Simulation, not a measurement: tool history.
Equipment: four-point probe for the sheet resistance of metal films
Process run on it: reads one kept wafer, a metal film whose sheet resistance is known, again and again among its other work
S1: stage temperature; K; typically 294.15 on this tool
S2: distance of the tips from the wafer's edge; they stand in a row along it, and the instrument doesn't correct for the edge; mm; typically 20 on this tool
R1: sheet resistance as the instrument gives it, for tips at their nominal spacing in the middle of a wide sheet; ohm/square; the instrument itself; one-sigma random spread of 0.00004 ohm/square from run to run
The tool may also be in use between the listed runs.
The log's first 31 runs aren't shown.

run	day	S1	S2	R1
32	92.600	292.15	7	0.201841
33	96.862	292.15	7	0.201934
34	98.829	292.15	9	0.201643
35	101.658	292.15	9	0.201570
36	105.517	296.15	18	0.201326
37	107.546	297.15	18	0.201495
38	111.767	295.15	9	0.201814
39	115.625	304.15	7	0.202557
40	119.700	299.15	44	0.201523
41	123.638	306.15	44	0.201815
42	126.888	300.15	3	0.206403
43	129.375	293.15	4	0.204013
44	131.250	293.15	4	0.204018
45	134.883	298.15	8	0.202214

What if the next run were any one of these 3? Each begins from the tool's condition after run 45:
A	138.575	294.15	27	?
B	138.575	294.15	8	?
C	138.575	294.15	72	?

run	R1
A	0.201469
B	0.202082
C	0.201463
Stripped of hidden state, with their random variation kept, the same runs would have yielded:
run	R1
A	0.201574
B	0.202187
C	0.201568
